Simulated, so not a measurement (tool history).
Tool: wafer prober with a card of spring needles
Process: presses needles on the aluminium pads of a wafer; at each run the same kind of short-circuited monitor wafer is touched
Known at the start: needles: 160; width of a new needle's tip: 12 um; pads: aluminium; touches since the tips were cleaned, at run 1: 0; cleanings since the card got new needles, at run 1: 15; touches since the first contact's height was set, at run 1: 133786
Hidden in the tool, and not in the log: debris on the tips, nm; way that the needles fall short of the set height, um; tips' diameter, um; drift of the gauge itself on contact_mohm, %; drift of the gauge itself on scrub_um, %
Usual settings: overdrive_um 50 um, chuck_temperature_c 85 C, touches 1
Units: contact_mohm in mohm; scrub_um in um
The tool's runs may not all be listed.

run   hour  overdrive_um  chuck_temperature_c  touches  touches since the tips were cleaned  cleanings since the card got new needles  touches since the first contact's height was set  contact_mohm  scrub_um
  1    0.0            50                   85        1                                    0                                        15                                            133786           223     13.10
  2   20.5            50                   85        1                                 5816                                        15                                            139602           251     13.08
      26.3  -- tips cleaned on abrasive film
  3   32.0            50                   85        1                                 1620                                        16                                            142840           263     12.92
  4   45.9            50                   85        1                                 5590                                        16                                            146810           263     12.93
      52.7  -- tips cleaned on abrasive film
  5   66.1            50                   85        1                                 3785                                        17                                            152501           248     12.92
  6   76.4            45                   85        1                                 6727                                        17                                            155443           264     11.53
      79.3  -- tips cleaned on abrasive film
  7   92.0            45                   85        1                                 3604                                        18                                            159847           253     11.58
  8  102.6            45                   85        1                                 6603                                        18                                            162846           261     11.55
     106.1  -- tips cleaned on abrasive film
  9  114.1            45                   85        1                                 2250                                        19                                            166077           248     11.53
     132.4  -- tips cleaned on abrasive film
 10  136.0            50                   85        1                                 1009                                        20                                            172272           231     12.85
 11  157.0            50                   85        1                                 6982                                        20                                            178245           256     12.76
     159.1  -- tips cleaned on abrasive film
     160.3  -- tips cleaned on abrasive film, once more
 12  176.0            30                   85        1                                 4475                                        22                                            183596           321      7.39
     187.1  -- tips cleaned on abrasive film
 13  193.3            30                   85        1                                 1771                                        23                                            188471           283      7.43
     214.8  -- tips cleaned on abrasive film
 14  215.4            50                   85        1                                  172                                        24                                            194724           229     12.69
 15  233.5            50                   85        1                                 5313                                        24                                            199865           248     12.79
     241.4  -- tips cleaned on abrasive film
 16  244.5            50                   85        1                                  869                                        25                                            202961           235     12.69
 17  258.8            50                   85        1                                 4940                                        25                                            207032           253     12.75
     268.0  -- tips cleaned on abrasive film
 18  271.2            50                   85        1                                  890                                        26                                            210515           235     12.71
 19  282.2            32                   85        1                                 4018                                        26                                            213643           304      7.89
 20  292.1            53                   85        1                                 6844                                        26                                            216469           255     13.51
     294.4  -- tips cleaned on abrasive film
 21  309.6            64                   55        2                                 4331                                        27                                            221405           219     16.42
     320.8  -- tips cleaned on abrasive film
 22  320.8            41                   60        1                                    0                                        28                                            224541           227     10.25
 23  338.3            41                   60        1                                 4979                                        28                                            229520           265     10.25
     348.3  -- tips cleaned on abrasive film
 24  350.2            57                   77        2                                  549                                        29                                            232887           223     14.53
 25  364.9            66                  101        3                                 4725                                        29                                            237063           225     16.92
     375.1  -- tips cleaned on abrasive film
 26  381.1            66                   84        2                                 1686                                        30                                            241622           224     16.96
     397.2  -- height of the first contact set anew
     403.1  -- tips cleaned on abrasive film
 27  403.9            53                   63        2                                  229                                        31                                              1868           217     14.22
 28  426.0            35                   25        2                                 6492                                        31                                              8131           257      9.39
     430.7  -- tips cleaned on abrasive film
 29  436.0            47                   55        3                                 1508                                        32                                             10953           223     12.56
 30  453.5            67                   41        1                                 6495                                        32                                             15940           226     17.94
     457.2  -- tips cleaned on abrasive film
 31  473.6            67                   60        1                                 4653                                        33                                             21611           228     17.92
     484.0  -- tips cleaned on abrasive film
 32  488.4            49                   60        1                                 1264                                        34                                             25788           231     13.00
     511.1  -- tips cleaned on abrasive film
 33  511.1            43                   60        1                                    0                                        35                                             32207           216     11.40

How the hidden state differs across the entries between the runs, from the last listed run before each to the first after it:
Between runs 2 and 3: tips cleaned on abrasive film (hour 26.3)
  debris on the tips, nm: 56.3 -> 74.4; way that the needles fall short of the set height, um: 1.23 -> 1.82; tips' diameter, um: 12.43 -> 12.54
  measured less the result without the state, contact_mohm: +32 -> +44 mohm; scrub_um: -0.33 -> -0.49 um
Between runs 4 and 5: tips cleaned on abrasive film (hour 52.7)
  debris on the tips, nm: 69.6 -> 46.6; way that the needles fall short of the set height, um: 1.82 -> 1.9; tips' diameter, um: 12.54 -> 12.57
  measured less the result without the state, contact_mohm: +41 -> +28 mohm; scrub_um: -0.49 -> -0.51 um
Between runs 6 and 7: tips cleaned on abrasive film (hour 79.3)
  debris on the tips, nm: 59.1 -> 47.1; way that the needles fall short of the set height, um: 1.9 -> 2; tips' diameter, um: 12.57 -> 12.6
  measured less the result without the state, contact_mohm: +43 -> +35 mohm; scrub_um: -0.51 -> -0.54 um
Between runs 8 and 9: tips cleaned on abrasive film (hour 106.1)
  debris on the tips, nm: 59.2 -> 34.4; way that the needles fall short of the set height, um: 2 -> 2.08; tips' diameter, um: 12.6 -> 12.63
  measured less the result without the state, contact_mohm: +43 -> +26 mohm; scrub_um: -0.54 -> -0.56 um
Between runs 9 and 10: tips cleaned on abrasive film (hour 132.4)
  debris on the tips, nm: 34.4 -> 19.9; way that the needles fall short of the set height, um: 2.08 -> 2.15; tips' diameter, um: 12.63 -> 12.66
  measured less the result without the state, contact_mohm: +26 -> +14 mohm; scrub_um: -0.56 -> -0.57 um
Between runs 11 and 12: tips cleaned on abrasive film (hour 159.1); tips cleaned on abrasive film, once more (hour 160.3)
  debris on the tips, nm: 59.6 -> 50.9; way that the needles fall short of the set height, um: 2.15 -> 2.36; tips' diameter, um: 12.66 -> 12.73
  measured less the result without the state, contact_mohm: +37 -> +86 mohm; scrub_um: -0.58 -> -0.64 um
Between runs 12 and 13: tips cleaned on abrasive film (hour 187.1)
  debris on the tips, nm: 50.9 -> 29.2; way that the needles fall short of the set height, um: 2.36 -> 2.43; tips' diameter, um: 12.73 -> 12.75
  measured less the result without the state, contact_mohm: +86 -> +51 mohm; scrub_um: -0.64 -> -0.65 um
Between runs 13 and 14: tips cleaned on abrasive film (hour 214.8)
  debris on the tips, nm: 29.2 -> 7.4; way that the needles fall short of the set height, um: 2.43 -> 2.5; tips' diameter, um: 12.75 -> 12.78
  measured less the result without the state, contact_mohm: +51 -> +6 mohm; scrub_um: -0.65 -> -0.67 um
Between runs 15 and 16: tips cleaned on abrasive film (hour 241.4)
  debris on the tips, nm: 54 -> 18.5; way that the needles fall short of the set height, um: 2.5 -> 2.6; tips' diameter, um: 12.78 -> 12.81
  measured less the result without the state, contact_mohm: +34 -> +14 mohm; scrub_um: -0.67 -> -0.70 um
Between runs 17 and 18: tips cleaned on abrasive film (hour 268.0)
  debris on the tips, nm: 53.2 -> 21.2; way that the needles fall short of the set height, um: 2.6 -> 2.67; tips' diameter, um: 12.81 -> 12.84
  measured less the result without the state, contact_mohm: +34 -> +16 mohm; scrub_um: -0.70 -> -0.71 um
Between runs 20 and 21: tips cleaned on abrasive film (hour 294.4)
  debris on the tips, nm: 59.6 -> 50.5; way that the needles fall short of the set height, um: 2.67 -> 2.75; tips' diameter, um: 12.84 -> 12.86
  measured less the result without the state, contact_mohm: +35 -> +14 mohm; scrub_um: -0.72 -> -0.73 um
Between runs 21 and 22: tips cleaned on abrasive film (hour 320.8)
  debris on the tips, nm: 50.5 -> 6.9; way that the needles fall short of the set height, um: 2.75 -> 2.82; tips' diameter, um: 12.86 -> 12.89
  measured less the result without the state, contact_mohm: +14 -> +9 mohm; scrub_um: -0.73 -> -0.76 um
Between runs 23 and 24: tips cleaned on abrasive film (hour 348.3)
  debris on the tips, nm: 53 -> 16.9; way that the needles fall short of the set height, um: 2.82 -> 2.89; tips' diameter, um: 12.89 -> 12.91
  measured less the result without the state, contact_mohm: +52 -> +7 mohm; scrub_um: -0.75 -> -0.78 um
Between runs 25 and 26: tips cleaned on abrasive film (hour 375.1)
  debris on the tips, nm: 52.3 -> 29.7; way that the needles fall short of the set height, um: 2.89 -> 2.96; tips' diameter, um: 12.91 -> 12.94
  measured less the result without the state, contact_mohm: +8 -> +9 mohm; scrub_um: -0.77 -> -0.79 um
Between runs 26 and 27: height of the first contact set anew (hour 397.2); tips cleaned on abrasive film (hour 403.1)
  debris on the tips, nm: 29.7 -> 10.5; way that the needles fall short of the set height, um: 2.96 -> 0.08; tips' diameter, um: 12.94 -> 12.97
  measured less the result without the state, contact_mohm: +9 -> +5 mohm; scrub_um: -0.79 -> -0.02 um
Between runs 28 and 29: tips cleaned on abrasive film (hour 430.7)
  debris on the tips, nm: 58.1 -> 26.2; way that the needles fall short of the set height, um: 0.08 -> 0.15; tips' diameter, um: 12.97 -> 12.99
  measured less the result without the state, contact_mohm: +43 -> +8 mohm; scrub_um: -0.02 -> -0.04 um
Between runs 30 and 31: tips cleaned on abrasive film (hour 457.2)
  debris on the tips, nm: 58.6 -> 51.6; way that the needles fall short of the set height, um: 0.15 -> 0.23; tips' diameter, um: 12.99 -> 13.02
  measured less the result without the state, contact_mohm: +23 -> +20 mohm; scrub_um: -0.04 -> -0.06 um
Between runs 31 and 32: tips cleaned on abrasive film (hour 484.0)
  debris on the tips, nm: 51.6 -> 22.8; way that the needles fall short of the set height, um: 0.23 -> 0.3; tips' diameter, um: 13.02 -> 13.04
  measured less the result without the state, contact_mohm: +20 -> +16 mohm; scrub_um: -0.06 -> -0.08 um
Between runs 32 and 33: tips cleaned on abrasive film (hour 511.1)
  debris on the tips, nm: 22.8 -> 2.4; way that the needles fall short of the set height, um: 0.3 -> 0.4; tips' diameter, um: 13.04 -> 13.08
  measured less the result without the state, contact_mohm: +16 -> +4 mohm; scrub_um: -0.08 -> -0.11 um
